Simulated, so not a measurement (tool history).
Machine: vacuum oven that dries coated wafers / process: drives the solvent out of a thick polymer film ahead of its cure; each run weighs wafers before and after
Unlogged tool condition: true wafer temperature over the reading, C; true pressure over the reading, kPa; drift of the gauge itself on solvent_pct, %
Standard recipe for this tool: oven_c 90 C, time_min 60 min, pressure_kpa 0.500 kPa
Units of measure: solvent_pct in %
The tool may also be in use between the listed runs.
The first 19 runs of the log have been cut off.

run,hour,oven_c,time_min,pressure_kpa,hours of work since the thermocouples were calibrated,hours of work since the vacuum gauge was cleaned of residue,solvent_pct
20,391.4,85,96,1.324,127,317,0.91
21,405.4,93,39,1.752,136,326,2.11
22,418.3,87,75,1.752,145,335,1.27
23,447.9,87,75,1.752,165,354,1.26
24,464.7,99,102,0.328,176,366,0.11
25,477.3,99,94,0.349,184,374,0.12
26,490.8,99,94,0.349,193,383,0.10
27,520.9,89,65,1.152,213,403,1.04
28,533.6,89,65,1.152,222,412,1.04
29,563.9,89,65,1.152,242,432,1.05
30,587.3,89,65,1.152,257,447,1.03
31,607.7,89,33,1.506,271,461,3.74

5 options for the next run, each taken on its own from the tool as it stands now. Forecast them:
A,623.6,89,40,0.760,282,471,?
B,623.6,103,51,1.794,282,471,?
C,623.6,93,64,0.478,282,471,?
D,623.6,90,60,0.252,282,471,?
E,623.6,100,74,0.833,282,471,?

run,solvent_pct
A,2.51
B,0.55
C,0.46
D,0.77
E,0.26
Take away the tool's hidden state, keep each run's random variation, and the runs would have read:
run,solvent_pct
A,2.49
B,0.52
C,0.43
D,0.74
E,0.23
